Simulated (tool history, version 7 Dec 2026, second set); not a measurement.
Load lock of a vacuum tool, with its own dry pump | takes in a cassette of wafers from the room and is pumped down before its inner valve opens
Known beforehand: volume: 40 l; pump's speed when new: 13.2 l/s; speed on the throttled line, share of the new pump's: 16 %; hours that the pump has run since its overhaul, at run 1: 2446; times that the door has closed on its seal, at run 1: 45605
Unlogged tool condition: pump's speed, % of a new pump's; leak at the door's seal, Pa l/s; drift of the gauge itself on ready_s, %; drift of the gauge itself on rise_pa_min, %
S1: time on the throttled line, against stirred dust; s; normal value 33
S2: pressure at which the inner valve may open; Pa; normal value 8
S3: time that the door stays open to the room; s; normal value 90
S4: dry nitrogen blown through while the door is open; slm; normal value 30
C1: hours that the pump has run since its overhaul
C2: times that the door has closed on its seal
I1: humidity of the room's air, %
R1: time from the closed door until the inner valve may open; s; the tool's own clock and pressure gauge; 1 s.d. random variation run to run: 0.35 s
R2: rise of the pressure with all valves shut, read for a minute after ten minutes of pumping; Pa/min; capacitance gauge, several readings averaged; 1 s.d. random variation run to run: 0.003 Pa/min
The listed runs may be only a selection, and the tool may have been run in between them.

{"run": 1, "hour": 0.0, "S1": 33, "S2": 8, "S3": 90, "S4": 30, "C1": 2446, "C2": 45605, "I1": 42.6, "R1": 57.8, "R2": 0.283}
{"run": 2, "hour": 109.6, "S1": 33, "S2": 14, "S3": 90, "S4": 30, "C1": 2556, "C2": 46094, "I1": 46.8, "R1": 55, "R2": 0.293}
{"run": 3, "hour": 234.6, "S1": 33, "S2": 14, "S3": 90, "S4": 30, "C1": 2681, "C2": 46653, "I1": 43.2, "R1": 55.5, "R2": 0.285}
{"run": 4, "hour": 367.5, "S1": 33, "S2": 14, "S3": 90, "S4": 30, "C1": 2814, "C2": 47247, "I1": 47.1, "R1": 54.7, "R2": 0.292}
{"run": 5, "hour": 479.9, "S1": 33, "S2": 14, "S3": 90, "S4": 30, "C1": 2926, "C2": 47749, "I1": 45.4, "R1": 55.1, "R2": 0.292}
{"run": 6, "hour": 603.6, "S1": 33, "S2": 14, "S3": 90, "S4": 30, "C1": 3050, "C2": 48301, "I1": 46.8, "R1": 54.7, "R2": 0.297}
{"run": 7, "hour": 712.0, "S1": 33, "S2": 14, "S3": 90, "S4": 43, "C1": 3158, "C2": 48785, "I1": 46.7, "R1": 55.4, "R2": 0.312}
{"run": 8, "hour": 855.2, "S1": 33, "S2": 8, "S3": 90, "S4": 30, "C1": 3302, "C2": 49425, "I1": 45.4, "R1": 57.1, "R2": 0.326}
{"run": 9, "hour": 956.7, "S1": 33, "S2": 8, "S3": 90, "S4": 30, "C1": 3403, "C2": 49879, "I1": 44.9, "R1": 57.6, "R2": 0.328}
{"run": 10, "hour": 1101.7, "S1": 33, "S2": 8, "S3": 90, "S4": 30, "C1": 3548, "C2": 50526, "I1": 43.2, "R1": 57.3, "R2": 0.325}
{"run": 11, "hour": 1180.8, "S1": 33, "S2": 14, "S3": 90, "S4": 30, "C1": 3627, "C2": 50880, "I1": 46.2, "R1": 55, "R2": 0.337}
{"run": 12, "hour": 1256.7, "S1": 34, "S2": 8, "S3": 49, "S4": 17, "C1": 3703, "C2": 51219, "I1": 47.1, "R1": 57.1, "R2": 0.339}
{"run": 13, "hour": 1377.9, "S1": 26, "S2": 8, "S3": 223, "S4": 4, "C1": 3824, "C2": 51760, "I1": 46.3, "R1": 51.1, "R2": 0.398}
{"run": 14, "hour": 1519.9, "S1": 26, "S2": 8, "S3": 223, "S4": 4, "C1": 3966, "C2": 52394, "I1": 44.8, "R1": 51.3, "R2": 0.405}
{"run": 15, "hour": 1626.7, "S1": 33, "S2": 6, "S3": 90, "S4": 19, "C1": 4073, "C2": 52872, "I1": 45.3, "R1": 57.5, "R2": 0.359}
{"run": 16, "hour": 1763.7, "S1": 33, "S2": 6, "S3": 90, "S4": 19, "C1": 4210, "C2": 53484, "I1": 45.4, "R1": 58.2, "R2": 0.367}
{"run": 17, "hour": 1851.0, "S1": 45, "S2": 12, "S3": 114, "S4": 13, "C1": 4297, "C2": 53873, "I1": 47.9, "R1": 65.9, "R2": 0.383}

Alternative continuations, all from the tool just after run 17; predict every row:
{"run": "A", "hour": 1952.1, "S1": 45, "S2": 14, "S3": 114, "S4": 13, "C1": 4398, "C2": 54325, "I1": 45.1, "R1": "?", "R2": "?"}
{"run": "B", "hour": 1952.1, "S1": 18, "S2": 8, "S3": 157, "S4": 30, "C1": 4398, "C2": 54325, "I1": 45.5, "R1": "?", "R2": "?"}
{"run": "C", "hour": 1952.1, "S1": 33, "S2": 13, "S3": 28, "S4": 30, "C1": 4398, "C2": 54325, "I1": 43.2, "R1": "?", "R2": "?"}
{"run": "D", "hour": 1952.1, "S1": 45, "S2": 7, "S3": 34, "S4": 7, "C1": 4398, "C2": 54325, "I1": 45, "R1": "?", "R2": "?"}

run=A R1=65.1 R2=0.378
run=B R1=44.7 R2=0.372
run=C R1=55.4 R2=0.354
run=D R1=68 R2=0.383
The same runs, with their run-to-run variation unchanged, on a tool lacking any hidden condition would have given:
run=A R1=64.8 R2=0.038
run=B R1=44.4 R2=0.029
run=C R1=55.2 R2=0.016
run=D R1=67.7 R2=0.039

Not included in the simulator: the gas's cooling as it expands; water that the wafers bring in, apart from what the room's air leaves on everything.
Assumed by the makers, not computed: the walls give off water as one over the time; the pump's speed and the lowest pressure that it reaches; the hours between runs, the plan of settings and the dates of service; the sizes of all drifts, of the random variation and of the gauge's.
